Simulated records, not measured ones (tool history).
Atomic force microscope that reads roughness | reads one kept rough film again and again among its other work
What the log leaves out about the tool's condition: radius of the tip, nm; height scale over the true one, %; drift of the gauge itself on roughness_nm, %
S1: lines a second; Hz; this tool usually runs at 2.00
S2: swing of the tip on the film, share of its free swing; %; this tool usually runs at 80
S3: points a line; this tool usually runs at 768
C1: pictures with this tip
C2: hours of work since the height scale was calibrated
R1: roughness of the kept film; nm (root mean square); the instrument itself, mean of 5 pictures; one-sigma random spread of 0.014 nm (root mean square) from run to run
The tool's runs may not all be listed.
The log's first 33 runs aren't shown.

run   hour    S1  S2   S3   C1   C2     R1
 34  263.7  0.76  78  662   46  236  3.180
 35  270.5  0.76  78  662   59  241  3.088
 36  280.3  0.76  78  662   78  248  2.922
 37  286.6  0.76  78  662   90  253  2.863
 38  292.2  3.76  81  968  101  257  2.182
 39  302.6  3.76  81  968  121  264  2.081
     308.7  -- new tip fitted
 40  313.7  1.19  78  768   10  272  3.436
 41  318.5  2.00  57  298   19  275  3.449
 42  326.5  2.00  57  298   35  281  3.313
 43  335.7  0.60  60  410   53  288  3.271
 44  342.6  0.95  80  265   66  293  2.902

Predict the results of run 45:
 45  350.7  3.90  81  265  82  298   ?

{"run 45": {"R1": 2.211}}
Were there no unlogged condition in the tool, this run, its random variation unchanged, would have produced R1 2.814 nm (root mean square).
